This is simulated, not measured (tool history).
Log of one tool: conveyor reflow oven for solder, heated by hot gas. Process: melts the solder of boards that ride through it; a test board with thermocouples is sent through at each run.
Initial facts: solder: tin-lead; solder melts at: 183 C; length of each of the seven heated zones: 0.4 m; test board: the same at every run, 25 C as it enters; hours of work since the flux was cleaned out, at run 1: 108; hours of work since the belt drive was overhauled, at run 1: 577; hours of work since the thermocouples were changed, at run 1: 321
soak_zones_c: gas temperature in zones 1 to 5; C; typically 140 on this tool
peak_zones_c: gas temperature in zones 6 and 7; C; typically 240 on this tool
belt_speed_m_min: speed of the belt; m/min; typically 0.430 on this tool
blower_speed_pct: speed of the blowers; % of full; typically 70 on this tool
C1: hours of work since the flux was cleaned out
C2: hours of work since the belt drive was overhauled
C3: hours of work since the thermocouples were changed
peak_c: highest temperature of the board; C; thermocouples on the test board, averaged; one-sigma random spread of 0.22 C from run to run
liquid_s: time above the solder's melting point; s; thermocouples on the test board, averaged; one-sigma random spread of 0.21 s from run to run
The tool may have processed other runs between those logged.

Run 1, hour 0.0: usual settings; C1 108; C2 577; C3 321. Result: peak_c 228.5 C, liquid_s 96.5 s.
Run 2, hour 45.6: usual settings; C1 129; C2 598; C3 342. Result: peak_c 228.4 C, liquid_s 97.0 s.
Run 3, hour 94.2: usual settings but blower_speed_pct 62 % of full; C1 151; C2 621; C3 365. Result: peak_c 227.0 C, liquid_s 94.9 s.
Run 4, hour 144.3: usual settings; C1 175; C2 644; C3 388. Result: peak_c 228.8 C, liquid_s 96.9 s.
Run 5, hour 193.2: usual settings but peak_zones_c 232 C; C1 197; C2 666; C3 410. Result: peak_c 221.0 C, liquid_s 90.5 s.
Run 6, hour 222.4: usual settings but peak_zones_c 232 C; C1 211; C2 680; C3 424. Result: peak_c 221.2 C, liquid_s 90.8 s.
Run 7, hour 288.7: usual settings but peak_zones_c 232 C; C1 241; C2 710; C3 454. Result: peak_c 221.1 C, liquid_s 90.5 s.
Run 8, hour 333.5: usual settings but peak_zones_c 232 C, blower_speed_pct 71 % of full; C1 262; C2 731; C3 475. Result: peak_c 221.2 C, liquid_s 90.9 s.
Run 9, hour 380.0: usual settings; C1 283; C2 752; C3 496. Result: peak_c 228.4 C, liquid_s 96.8 s.
Run 10, hour 435.1: usual settings; C1 308; C2 778; C3 522. Result: peak_c 228.4 C, liquid_s 96.7 s.
Run 11, hour 466.1: usual settings; C1 323; C2 792; C3 536. Result: peak_c 228.6 C, liquid_s 96.6 s.
Run 12, hour 518.1: usual settings; C1 347; C2 816; C3 560. Result: peak_c 228.7 C, liquid_s 96.4 s.
Run 13, hour 573.3: usual settings; C1 372; C2 841; C3 585. Result: peak_c 228.5 C, liquid_s 96.5 s.
Run 14, hour 614.2: usual settings; C1 391; C2 860; C3 604. Result: peak_c 228.6 C, liquid_s 96.9 s.
At hour 629.2: flux residue cleaned out of gas plates and filters.
At hour 631.2: thermocouples of zones 6 and 7 changed.
Run 15, hour 652.5: usual settings but soak_zones_c 126 C; C1 10; C2 875; C3 10. Result: peak_c 226.7 C, liquid_s 89.3 s.
Run 16, hour 688.6: usual settings but soak_zones_c 152 C, belt_speed_m_min 0.363 m/min; C1 26; C2 891; C3 26. Result: peak_c 233.6 C, liquid_s 125.6 s.
Run 17, hour 747.4: usual settings but soak_zones_c 144 C, peak_zones_c 247 C, belt_speed_m_min 0.406 m/min, blower_speed_pct 73 % of full; C1 53; C2 918; C3 53. Result: peak_c 237.7 C, liquid_s 110.9 s.
Run 18, hour 796.6: usual settings but soak_zones_c 150 C, peak_zones_c 243 C, belt_speed_m_min 0.406 m/min, blower_speed_pct 73 % of full; C1 76; C2 941; C3 76. Result: peak_c 234.3 C, liquid_s 112.3 s.
Run 19, hour 829.0: usual settings but soak_zones_c 147 C; C1 91; C2 956; C3 91. Result: peak_c 229.7 C, liquid_s 100.8 s.
Run 20, hour 858.0: usual settings but peak_zones_c 236 C, blower_speed_pct 61 % of full; C1 104; C2 969; C3 104. Result: peak_c 222.9 C, liquid_s 91.8 s.
Run 21, hour 896.6: usual settings but soak_zones_c 153 C, peak_zones_c 239 C, belt_speed_m_min 0.392 m/min; C1 122; C2 987; C3 122. Result: peak_c 231.0 C, liquid_s 115.6 s.

What does the tool deliver on the next run?
Run 22, hour 940.5: usual settings but soak_zones_c 150 C, peak_zones_c 247 C, belt_speed_m_min 0.396 m/min; C1 142; C2 1007; C3 142. Result: peak_c ?, liquid_s ?.

Run 22 gave peak_c 238.2 C, liquid_s 117.0 s.
Minus the tool's unlogged condition, the same run would have read peak_c 238.2 C, liquid_s 117.0 s.

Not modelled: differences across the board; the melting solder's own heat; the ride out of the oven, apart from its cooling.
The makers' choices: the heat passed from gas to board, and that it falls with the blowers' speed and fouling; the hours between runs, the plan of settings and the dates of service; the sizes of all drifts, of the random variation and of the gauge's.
